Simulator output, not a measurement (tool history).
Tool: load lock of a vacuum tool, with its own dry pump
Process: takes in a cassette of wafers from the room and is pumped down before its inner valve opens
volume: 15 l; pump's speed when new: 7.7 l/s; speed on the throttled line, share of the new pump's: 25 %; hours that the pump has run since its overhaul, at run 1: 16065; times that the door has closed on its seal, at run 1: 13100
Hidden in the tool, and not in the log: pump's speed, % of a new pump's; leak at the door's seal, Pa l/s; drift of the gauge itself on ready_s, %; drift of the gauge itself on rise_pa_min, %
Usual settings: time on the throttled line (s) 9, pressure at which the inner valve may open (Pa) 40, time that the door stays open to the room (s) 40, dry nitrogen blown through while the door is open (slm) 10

run	hour	time on the throttled line (s)	pressure at which the inner valve may open (Pa)	time that the door stays open to the room (s)	dry nitrogen blown through while the door is open (slm)	hours that the pump has run since its overhaul	times that the door has closed on its seal	incoming humidity of the room's air, %	time from the closed door until the inner valve may open (s)	rise of the pressure with all valves shut (Pa/min)
1	0.0	9	40	40	10	16065	13100	45.5	22.2	0.047
2	437.6	9	40	40	10	16503	14682	43.5	22.0	0.045
3	744.4	9	40	40	10	16809	15792	42.1	21.8	0.036
4	972.6	9	40	40	10	17038	16617	39.2	22.2	0.036
5	1379.5	9	40	40	10	17444	18089	42.2	21.9	0.044
6	1759.1	9	40	40	10	17824	19461	48.5	21.5	0.047
7	2196.9	9	40	29	10	18262	21045	47.0	22.3	0.040
8	2529.9	12	40	40	10	18595	22249	44.5	24.4	0.039
9	2934.7	9	80	40	10	19000	23713	43.8	20.2	0.045
10	3231.8	9	80	40	10	19297	24787	43.8	20.4	0.042
11	3651.0	9	46	40	10	19716	26304	46.9	21.7	0.043
12	3860.9	9	46	40	10	19926	27062	42.0	21.6	0.043
13	4125.5	9	46	40	10	20190	28019	47.5	21.6	0.041
14	4531.6	9	46	40	10	20596	29488	40.9	21.8	0.039
15	4781.5	9	46	40	10	20846	30392	47.6	22.0	0.047
16	5213.4	9	46	40	10	21278	31954	47.6	22.1	0.043
17	5637.3	4	46	40	8	21702	33487	42.0	17.9	0.042
18	6066.9	4	46	40	8	22132	35041	46.2	18.5	0.048
19	6397.3	9	53	58	15	22462	36235	51.6	21.4	0.045
# hour 6572.5: dry pump taken out, an overhauled one fitted
20	6615.1	16	53	106	15	43	37001	42.7	26.5	0.047
21	7015.9	16	44	129	14	443	38451	42.3	27.5	0.053
22	7348.7	16	44	129	14	776	39654	44.9	26.8	0.058
23	7716.0	6	40	40	10	1144	40983	43.9	19.6	0.046
24	8007.3	4	70	40	7	1435	42036	45.2	16.8	0.049
25	8355.2	4	70	134	8	1783	43294	42.6	17.1	0.069
26	8557.5	15	40	40	22	1985	44026	44.0	26.2	0.033
27	8758.0	4	40	40	35	2186	44751	43.4	18.0	0.022
28	9135.5	11	40	40	21	2563	46116	44.5	23.3	0.035
29	9427.3	8	68	52	12	2855	47172	41.8	19.9	0.043
30	9675.1	9	68	38	12	3103	48068	43.5	21.0	0.042

3 ways to go on from here, each from the tool as it stands after run 30. What would each give?
A	10060.4	9	53	108	10	3488	49461	46.3	?	?
B	10060.4	9	71	38	12	3488	49461	46.0	?	?
C	10060.4	8	40	40	10	3488	49461	43.4	?	?

run	time from the closed door until the inner valve may open (s)	rise of the pressure with all valves shut (Pa/min)
A	21.1	0.066
B	21.0	0.038
C	21.7	0.044
Without the tool's hidden state the same runs would have given:
run	time from the closed door until the inner valve may open (s)	rise of the pressure with all valves shut (Pa/min)
A	21.1	0.065
B	21.0	0.037
C	21.7	0.043

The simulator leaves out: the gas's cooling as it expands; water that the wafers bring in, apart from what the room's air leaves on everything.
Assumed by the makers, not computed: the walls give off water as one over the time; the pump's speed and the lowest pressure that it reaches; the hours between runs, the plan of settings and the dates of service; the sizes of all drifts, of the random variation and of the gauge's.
